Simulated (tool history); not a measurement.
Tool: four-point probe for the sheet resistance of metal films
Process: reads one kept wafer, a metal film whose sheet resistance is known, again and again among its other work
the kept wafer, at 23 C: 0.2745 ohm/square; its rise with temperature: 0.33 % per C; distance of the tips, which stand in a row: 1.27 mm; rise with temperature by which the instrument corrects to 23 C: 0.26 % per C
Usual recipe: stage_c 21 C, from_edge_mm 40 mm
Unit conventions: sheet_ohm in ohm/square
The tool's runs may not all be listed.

run    hour  stage_c  from_edge_mm  sheet_ohm
  1       0       21            40     0.2711
  2    44.1       28            40   0.272384
  3   107.5       33            40   0.273253
  4     170       33            40    0.27313
  5   215.9       21            40   0.270942
  6   277.8       21            40   0.270815
  7   321.8       21            40   0.270851
  8   393.1       21             9   0.273571
  9   444.1       21             9   0.273375
 10   478.6       23            40   0.271029
 11   532.2       23            40   0.271054
 12   573.2       23            40   0.270977
      577.2  -- stage's thermometer calibrated
 13   605.1       21            22   0.270914
 14   651.6       21            22   0.270858
 15   694.4       27            40   0.271744
 16   741.1       21            40   0.270548
      765.6  -- stage's thermometer calibrated, once more
 17   792.3       21            40   0.270145
 18   851.5       21            40   0.270107
 19   897.4       21            40   0.270075
 20   970.1       21            40   0.269962
 21  1015.2       21            40   0.269906
 22  1047.7       21            40   0.269919
 23  1097.1       28            40   0.271122
 24  1167.7       24            33   0.270472
       1175  -- new probe head fitted
 25  1225.7       24            33   0.275256
 26  1281.5       21            56   0.274459
 27    1344       26            65   0.275349
 28  1418.7       26            65   0.275215
 29  1455.8       19             3   0.297627
 30  1488.9       19            18   0.274516
 31  1546.1       19            42   0.273905
 32  1592.5       29            29   0.275962
 33    1650       20            22    0.27433
 34  1692.2       20            22   0.274388
 35  1736.9       21            22   0.274482
 36  1800.3       24             3   0.298556
 37  1840.5       24            13   0.275726
 38  1876.6       24            13   0.275859
 39  1950.5       24            13   0.275767
 40  1997.4       24            13    0.27574
 41  2032.6       23            32   0.274241
 42  2064.2       23            15   0.275204
 43  2137.1       19            14   0.274463
 44  2188.2       19            14    0.27439

For some of the steps in sheet_ohm from one run to the next: how much would appear even if the tool had no hidden state, given the settings, what came in and random variation, and how much remains for the hidden state plus any gauge scatter that the measured result and the result without hidden state don't share?
The tool's hidden condition here consists of: inner tips' distance over the nominal, %; tips' flats over new ones', %; wafer's true temperature over the reading, C; drift of the gauge itself on sheet_ohm, %.
Run 7 -> 8: from_edge_mm 40 -> 9. sheet_ohm +0.00272 ohm/square: hidden state -0.000093, all else +0.002813.
Run 16 -> 17: stage's thermometer calibrated, once more. sheet_ohm -0.000403 ohm/square: hidden state -0.00035, all else -0.000053.
Run 24 -> 25: new probe head fitted. sheet_ohm +0.004784 ohm/square: hidden state +0.004791, all else -0.000007.
Run 29 -> 30: from_edge_mm 3 -> 18. sheet_ohm -0.023111 ohm/square: hidden state -0.000037, all else -0.023074.
Run 35 -> 36: stage_c 21 -> 24, from_edge_mm 22 -> 3. sheet_ohm +0.024074 ohm/square: hidden state -0.000069, all else +0.024143.
Run 36 -> 37: from_edge_mm 3 -> 13. sheet_ohm -0.02283 ohm/square: hidden state -0.000019, all else -0.022811.

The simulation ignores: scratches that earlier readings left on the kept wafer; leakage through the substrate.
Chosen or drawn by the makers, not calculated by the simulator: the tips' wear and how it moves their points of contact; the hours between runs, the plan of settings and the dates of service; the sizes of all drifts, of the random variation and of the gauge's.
